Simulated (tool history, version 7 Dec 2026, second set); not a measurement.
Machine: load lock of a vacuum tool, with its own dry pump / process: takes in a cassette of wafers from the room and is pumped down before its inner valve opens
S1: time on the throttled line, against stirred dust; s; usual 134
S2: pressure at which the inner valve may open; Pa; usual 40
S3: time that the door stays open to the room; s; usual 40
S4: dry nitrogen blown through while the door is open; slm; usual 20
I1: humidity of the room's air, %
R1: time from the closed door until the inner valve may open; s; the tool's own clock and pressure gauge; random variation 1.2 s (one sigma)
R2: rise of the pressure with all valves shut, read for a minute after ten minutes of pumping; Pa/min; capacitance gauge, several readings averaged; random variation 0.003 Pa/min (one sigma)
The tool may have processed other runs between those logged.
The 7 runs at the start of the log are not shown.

Run 8, hour 674.1: usual settings; I1 43.7. Result: R1 192.2 s, R2 0.091 Pa/min.
Run 9, hour 800.4: usual settings; I1 41. Result: R1 194.3 s, R2 0.094 Pa/min.
Run 10, hour 937.4: usual settings but S4 18 slm; I1 50.9. Result: R1 194.2 s, R2 0.097 Pa/min.
Run 11, hour 1060.7: usual settings; I1 44.9. Result: R1 191.5 s, R2 0.094 Pa/min.
Run 12, hour 1196.5: usual settings; I1 45.4. Result: R1 194.8 s, R2 0.1 Pa/min.
Run 13, hour 1313.3: usual settings; I1 43.9. Result: R1 195.3 s, R2 0.104 Pa/min.
Run 14, hour 1418.7: usual settings; I1 45.3. Result: R1 192.3 s, R2 0.103 Pa/min.
Run 15, hour 1486.3: usual settings; I1 47. Result: R1 191.6 s, R2 0.11 Pa/min.
Run 16, hour 1610: usual settings but S4 39 slm; I1 45.8. Result: R1 193.6 s, R2 0.104 Pa/min.
Run 17, hour 1713.1: usual settings but S1 89 s, S2 30 Pa, S3 27 s, S4 9 slm; I1 43.3. Result: R1 157.7 s, R2 0.108 Pa/min.
Run 18, hour 1815.6: usual settings but S1 89 s, S2 30 Pa, S3 27 s, S4 9 slm; I1 47.4. Result: R1 157.8 s, R2 0.113 Pa/min.
Run 19, hour 1890: usual settings but S1 89 s, S2 30 Pa, S3 27 s, S4 9 slm; I1 46.3. Result: R1 157.5 s, R2 0.114 Pa/min.
Run 20, hour 1969.6: usual settings but S1 125 s, S2 60 Pa, S3 101 s, S4 4 slm; I1 44.5. Result: R1 182.1 s, R2 0.139 Pa/min.
Run 21, hour 2077.5: usual settings but S2 68 Pa, S4 35 slm; I1 45.5. Result: R1 187.5 s, R2 0.116 Pa/min.
Run 22, hour 2201.2: usual settings but S2 68 Pa, S4 35 slm; I1 43.5. Result: R1 189.3 s, R2 0.119 Pa/min.
Run 23, hour 2341.7: usual settings but S2 68 Pa, S4 35 slm; I1 46.5. Result: R1 188.8 s, R2 0.12 Pa/min.
Run 24, hour 2405.1: usual settings but S4 5 slm; I1 46. Result: R1 195.9 s, R2 0.133 Pa/min.
Run 25, hour 2538: usual settings but S1 104 s, S3 223 s, S4 5 slm; I1 46.5. Result: R1 166.8 s, R2 0.179 Pa/min.
Run 26, hour 2683.4: usual settings but S2 36 Pa, S4 8 slm; I1 42.9. Result: R1 193.3 s, R2 0.138 Pa/min.
Run 27, hour 2816.2: usual settings but S1 206 s, S4 19 slm; I1 50. Result: R1 258.7 s, R2 0.135 Pa/min.
Run 28, hour 2925.3: usual settings but S1 83 s, S2 48 Pa, S3 31 s; I1 46.1. Result: R1 148.5 s, R2 0.137 Pa/min.
Run 29, hour 3040.1: usual settings but S1 144 s, S3 92 s, S4 27 slm; I1 46.8. Result: R1 204.8 s, R2 0.152 Pa/min.
Run 30, hour 3120.4: usual settings but S1 144 s, S3 92 s, S4 27 slm; I1 43. Result: R1 202.3 s, R2 0.145 Pa/min.
Run 31, hour 3190.2: usual settings but S1 130 s, S2 35 Pa, S3 92 s, S4 27 slm; I1 47.8. Result: R1 193.8 s, R2 0.154 Pa/min.
Run 32, hour 3279.2: usual settings but S1 130 s, S2 35 Pa, S3 80 s, S4 8 slm; I1 44.8. Result: R1 193.2 s, R2 0.157 Pa/min.

Branching from run 32: 3 alternative next runs. What would each branch give?
Run A, hour 3389.6: usual settings but S2 51 Pa, S4 15 slm; I1 42.4. Result: R1 ?, R2 ?.
Run B, hour 3389.6: usual settings but S1 147 s, S2 35 Pa, S3 80 s, S4 8 slm; I1 45.4. Result: R1 ?, R2 ?.
Run C, hour 3389.6: usual settings but S1 118 s, S2 59 Pa, S4 9 slm; I1 43.5. Result: R1 ?, R2 ?.

run     R1     R2
  A    192  0.148
  B  209.3  0.164
  C    178  0.148
What these runs would have given with no unlogged condition in the tool:
run     R1     R2
  A  189.8   0.02
  B    207  0.039
  C  175.7  0.022
